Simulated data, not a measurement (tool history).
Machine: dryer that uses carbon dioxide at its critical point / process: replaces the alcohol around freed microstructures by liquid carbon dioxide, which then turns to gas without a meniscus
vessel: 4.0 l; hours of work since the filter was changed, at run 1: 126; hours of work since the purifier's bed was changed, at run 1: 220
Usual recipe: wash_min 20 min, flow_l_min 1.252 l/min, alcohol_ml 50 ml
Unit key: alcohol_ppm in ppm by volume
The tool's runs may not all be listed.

| run | hour | wash_min | flow_l_min | alcohol_ml | hours of work since the filter was changed | hours of work since the purifier's bed was changed | alcohol_ppm |
|---|---|---|---|---|---|---|---|
| 1 | 0 | 20 | 1.252 | 50 | 126 | 220 | 69 |
| 2 | 18.3 | 20 | 1.252 | 50 | 138 | 232 | 75 |
| 3 | 32.6 | 18 | 1.252 | 50 | 148 | 241 | 106 |
| 4 | 52.7 | 20 | 1.252 | 50 | 161 | 254 | 79 |
| 5 | 66.1 | 20 | 1.252 | 50 | 170 | 263 | 87 |
| 6 | 85.5 | 21 | 1.252 | 50 | 182 | 276 | 70 |
| 7 | 102.3 | 15 | 1.252 | 24 | 193 | 287 | 125 |
| 8 | 129.4 | 15 | 1.252 | 24 | 211 | 305 | 140 |
| 9 | 143.6 | 19 | 1.24 | 107 | 221 | 314 | 195 |
| 10 | 168.9 | 23 | 0.83 | 30 | 237 | 331 | 158 |
| 11 | 190 | 23 | 0.83 | 67 | 251 | 345 | 310 |

Pick out some run-to-run changes in alcohol_ppm. Of each, how much would a tool without hidden state show as well, from the settings, what came in and chance, and how much is left for the hidden state and any gauge scatter not in both results compared?
Hidden state at play: flow that reaches the vessel past the clogged filter, %; alcohol in the recycled carbon dioxide, ppm; drift of the gauge itself on alcohol_ppm, %.
Run 10 -> 11: alcohol_ml 30 -> 67. alcohol_ppm +152 ppm by volume: hidden state +31, all else +121.

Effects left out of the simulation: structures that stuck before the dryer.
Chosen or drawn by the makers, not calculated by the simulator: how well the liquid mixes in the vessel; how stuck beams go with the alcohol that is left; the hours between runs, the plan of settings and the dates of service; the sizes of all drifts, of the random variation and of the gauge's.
